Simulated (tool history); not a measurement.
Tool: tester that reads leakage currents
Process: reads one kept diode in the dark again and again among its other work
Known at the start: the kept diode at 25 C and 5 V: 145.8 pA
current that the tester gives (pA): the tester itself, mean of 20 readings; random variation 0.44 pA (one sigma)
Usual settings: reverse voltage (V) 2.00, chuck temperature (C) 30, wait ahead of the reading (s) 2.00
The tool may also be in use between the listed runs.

run	day	reverse voltage (V)	chuck temperature (C)	wait ahead of the reading (s)	current that the tester gives (pA)
1	0.000	2.00	30	2.00	153.66
2	2.792	2.00	30	2.00	152.80
3	4.575	2.00	30	2.00	153.36
4	6.600	2.00	30	2.00	154.15
5	8.350	2.00	30	2.00	153.07
6	9.629	2.00	30	2.00	154.42
7	12.079	2.00	30	0.97	154.61
8	13.617	2.00	30	0.97	154.80
# day 15.362: chuck's temperature calibrated
9	15.621	3.10	30	2.00	182.70
10	18.329	2.00	30	2.00	146.56
11	19.938	3.65	30	2.00	198.70
12	22.808	3.65	30	2.00	198.68
13	25.592	3.65	30	1.50	198.54
14	27.354	2.00	30	2.00	147.12
15	28.588	2.00	30	2.00	147.14
16	30.879	2.00	30	2.00	146.83
17	33.717	2.00	30	2.00	147.26
18	36.021	2.00	45	0.73	527.37
19	37.429	2.00	45	0.73	528.26
20	38.879	3.24	32	0.73	225.00
21	41.538	3.24	32	0.73	224.99
22	43.446	2.97	25	0.73	115.18
23	44.946	2.16	27	8.15	118.02
24	46.246	2.16	27	8.15	118.28
25	47.579	2.16	27	8.15	118.04
26	48.779	2.16	27	8.15	118.35
27	51.462	1.00	30	0.55	105.17

Run 28 comes next. What will it give?
28	54.258	1.00	30	0.55	?

current that the tester gives (pA): 105.39
Without the tool's hidden state the same run would have given current that the tester gives (pA) 103.19.
